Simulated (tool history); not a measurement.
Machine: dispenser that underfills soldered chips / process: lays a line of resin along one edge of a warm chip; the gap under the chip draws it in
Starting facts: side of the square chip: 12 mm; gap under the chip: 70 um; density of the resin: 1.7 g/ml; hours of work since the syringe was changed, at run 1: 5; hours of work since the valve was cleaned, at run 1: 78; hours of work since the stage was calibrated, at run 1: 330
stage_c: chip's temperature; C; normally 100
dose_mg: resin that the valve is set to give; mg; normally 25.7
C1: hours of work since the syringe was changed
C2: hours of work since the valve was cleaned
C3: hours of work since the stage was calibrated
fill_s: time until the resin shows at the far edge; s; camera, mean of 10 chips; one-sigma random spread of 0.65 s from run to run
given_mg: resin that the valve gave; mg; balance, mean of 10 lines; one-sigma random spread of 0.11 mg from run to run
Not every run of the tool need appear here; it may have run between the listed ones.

{"run": 1, "day": 0.0, "stage_c": 100, "dose_mg": 25.7, "C1": 5, "C2": 78, "C3": 330, "fill_s": 77.3, "given_mg": 24.69}
{"day": 0.058, "done": "new syringe of resin"}
{"run": 2, "day": 0.338, "stage_c": 100, "dose_mg": 25.7, "C1": 4, "C2": 83, "C3": 335, "fill_s": 71.8, "given_mg": 24.52}
{"day": 0.446, "done": "new syringe of resin"}
{"run": 3, "day": 0.762, "stage_c": 104, "dose_mg": 25.7, "C1": 5, "C2": 89, "C3": 341, "fill_s": 62.4, "given_mg": 24.53}
{"day": 0.85, "done": "new syringe of resin"}
{"run": 4, "day": 1.133, "stage_c": 100, "dose_mg": 25.7, "C1": 4, "C2": 94, "C3": 347, "fill_s": 74.6, "given_mg": 24.38}
{"day": 1.229, "done": "new syringe of resin"}
{"run": 5, "day": 1.533, "stage_c": 100, "dose_mg": 25.7, "C1": 5, "C2": 100, "C3": 352, "fill_s": 74.2, "given_mg": 24.48}
{"day": 1.625, "done": "new syringe of resin"}
{"day": 2.021, "done": "new syringe of resin"}
{"run": 6, "day": 2.129, "stage_c": 100, "dose_mg": 25.7, "C1": 2, "C2": 109, "C3": 361, "fill_s": 65.0, "given_mg": 24.31}
{"day": 2.404, "done": "new syringe of resin"}
{"run": 7, "day": 2.6, "stage_c": 100, "dose_mg": 24.8, "C1": 3, "C2": 116, "C3": 368, "fill_s": 69.8, "given_mg": 23.42}
{"day": 2.804, "done": "new syringe of resin"}
{"run": 8, "day": 3.012, "stage_c": 100, "dose_mg": 24.8, "C1": 3, "C2": 121, "C3": 374, "fill_s": 71.2, "given_mg": 23.29}
{"day": 3.229, "done": "new syringe of resin"}
{"run": 9, "day": 3.558, "stage_c": 100, "dose_mg": 24.8, "C1": 5, "C2": 129, "C3": 382, "fill_s": 77.8, "given_mg": 23.32}
{"day": 3.617, "done": "new syringe of resin"}
{"day": 3.704, "done": "dispensing valve cleaned and set on the balance"}
{"day": 4.05, "done": "new syringe of resin"}
{"run": 10, "day": 4.117, "stage_c": 100, "dose_mg": 24.8, "C1": 1, "C2": 6, "C3": 389, "fill_s": 66.0, "given_mg": 24.86}
{"day": 4.442, "done": "new syringe of resin"}
{"run": 11, "day": 4.517, "stage_c": 100, "dose_mg": 24.8, "C1": 1, "C2": 12, "C3": 395, "fill_s": 64.3, "given_mg": 24.64}
{"day": 4.821, "done": "new syringe of resin"}
{"day": 5.088, "done": "stage's temperature calibrated"}
{"run": 12, "day": 5.088, "stage_c": 100, "dose_mg": 22.0, "C1": 3, "C2": 19, "C3": 0, "fill_s": 67.9, "given_mg": 21.74}
{"day": 5.275, "done": "new syringe of resin"}
{"run": 13, "day": 5.35, "stage_c": 112, "dose_mg": 31.9, "C1": 1, "C2": 23, "C3": 4, "fill_s": 36.6, "given_mg": 31.4}
{"day": 5.662, "done": "new syringe of resin"}
{"run": 14, "day": 5.925, "stage_c": 112, "dose_mg": 31.9, "C1": 4, "C2": 31, "C3": 12, "fill_s": 41.5, "given_mg": 31.28}
{"day": 6.067, "done": "new syringe of resin"}
{"run": 15, "day": 6.233, "stage_c": 112, "dose_mg": 26.3, "C1": 2, "C2": 36, "C3": 16, "fill_s": 40.1, "given_mg": 25.99}
{"day": 6.454, "done": "new syringe of resin"}
{"run": 16, "day": 6.667, "stage_c": 90, "dose_mg": 27.4, "C1": 3, "C2": 42, "C3": 23, "fill_s": 101.3, "given_mg": 26.7}
{"day": 6.833, "done": "new syringe of resin"}
{"run": 17, "day": 7.162, "stage_c": 110, "dose_mg": 24.9, "C1": 5, "C2": 49, "C3": 30, "fill_s": 48.8, "given_mg": 24.31}

Consider 4 possible next runs. They are alternatives, not a sequence: every one starts from the tool as it was left by run 17. What does each give?
{"day": 7.225, "done": "new syringe of resin"}
{"day": 7.617, "done": "new syringe of resin"}
{"run": "A", "day": 7.617, "stage_c": 105, "dose_mg": 30.2, "C1": 0, "C2": 56, "C3": 36, "fill_s": "?", "given_mg": "?"}
{"day": 7.225, "done": "new syringe of resin"}
{"day": 7.617, "done": "new syringe of resin"}
{"run": "B", "day": 7.617, "stage_c": 101, "dose_mg": 25.7, "C1": 0, "C2": 56, "C3": 36, "fill_s": "?", "given_mg": "?"}
{"day": 7.225, "done": "new syringe of resin"}
{"day": 7.617, "done": "new syringe of resin"}
{"run": "C", "day": 7.617, "stage_c": 96, "dose_mg": 25.2, "C1": 0, "C2": 56, "C3": 36, "fill_s": "?", "given_mg": "?"}
{"day": 7.225, "done": "new syringe of resin"}
{"day": 7.617, "done": "new syringe of resin"}
{"run": "D", "day": 7.617, "stage_c": 115, "dose_mg": 23.9, "C1": 0, "C2": 56, "C3": 36, "fill_s": "?", "given_mg": "?"}

run=A fill_s=46.3 given_mg=29.32
run=B fill_s=55.2 given_mg=24.88
run=C fill_s=69.4 given_mg=24.28
run=D fill_s=32.1 given_mg=23.17
Without the tool's hidden state the same runs would have given:
run=A fill_s=46.4 given_mg=30.17
run=B fill_s=55.1 given_mg=25.60
run=C fill_s=69.3 given_mg=24.99
run=D fill_s=32.0 given_mg=23.84

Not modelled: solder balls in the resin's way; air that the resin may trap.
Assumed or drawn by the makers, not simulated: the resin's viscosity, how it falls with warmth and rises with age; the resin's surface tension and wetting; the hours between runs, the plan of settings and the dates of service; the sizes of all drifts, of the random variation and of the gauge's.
